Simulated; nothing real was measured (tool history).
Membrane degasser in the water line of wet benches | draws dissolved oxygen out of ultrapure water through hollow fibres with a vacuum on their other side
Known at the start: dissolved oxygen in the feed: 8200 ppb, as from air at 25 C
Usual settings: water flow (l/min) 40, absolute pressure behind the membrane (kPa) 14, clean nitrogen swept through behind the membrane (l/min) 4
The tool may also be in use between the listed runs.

run,hour,water flow (l/min),absolute pressure behind the membrane (kPa),clean nitrogen swept through behind the membrane (l/min),dissolved oxygen in the water behind the degasser (ppb),pressure that the water loses in the fibres (kPa)
1,0,40,14,4,269.7,50.65
2,199.2,40,14,4,269.9,50.75
3,423.3,40,14,4,267.2,50.49
4,613.9,40,14,4,271.6,50.94
5,856.1,40,14,4,271,50.51
# hour 928.3: vacuum gauge calibrated
6,1040.1,40,14,4,269.3,50.63
7,1295.4,40,14,6.5,177.3,50.6
8,1561.9,40,14,6.5,178.7,50.9
9,1822.4,40,8.5,6.5,98.3,50.84
10,2007.9,40,14,4,271.9,50.9
11,2264.4,40,14,2.01,479.2,50.9
12,2513.4,40,14,2.01,475,50.85
13,2739.5,40,14,2.01,481,51.03
14,2960.7,40,14,2.01,479.6,51.07
15,3145.5,40,14,2.01,476.4,50.88
16,3260.4,49,14,4,343.9,62.56
17,3453.7,44,14,4,301.7,56.34
18,3732.3,40,24.1,1.7,993,51.19
19,4000,40,9.6,4,173.6,51.43
20,4146.5,40,9.6,8.52,96.5,51.9
21,4317.1,40,30.8,1.97,1110.9,51.95
22,4543.7,40,30.8,1.97,1111.3,51.61
23,4791,32,11,1.97,294.8,41.18
24,4982,32,11,1.97,290.8,41.12
25,5243.4,32,11,1.97,290.9,41.41
26,5415.1,32,8.7,4.12,111.7,41.38
27,5533.9,37,28.7,7.22,325.9,47.65
28,5657.7,37,28.7,7.22,327.1,47.8
29,5871.6,38,26.7,7.22,308.7,49.1
# hour 5896.2: vacuum gauge calibrated
30,6007.7,49,14,2.1,565.2,62.92
31,6250.7,49,14,2.1,571.4,63.42

3 ways to go on from here, each from the tool as it stands after run 31. What would each give?
A,6392.4,40,14,3.74,?,?
B,6392.4,57,34.2,2.1,?,?
C,6392.4,30,13.6,1.67,?,?

run,dissolved oxygen in the water behind the degasser (ppb),pressure that the water loses in the fibres (kPa)
A,287.3,52.17
B,1562.8,74.12
C,404.3,38.83
Without the tool's hidden state the same runs would have given:
run,dissolved oxygen in the water behind the degasser (ppb),pressure that the water loses in the fibres (kPa)
A,278.5,48.73
B,1545,69.25
C,399.8,36.27
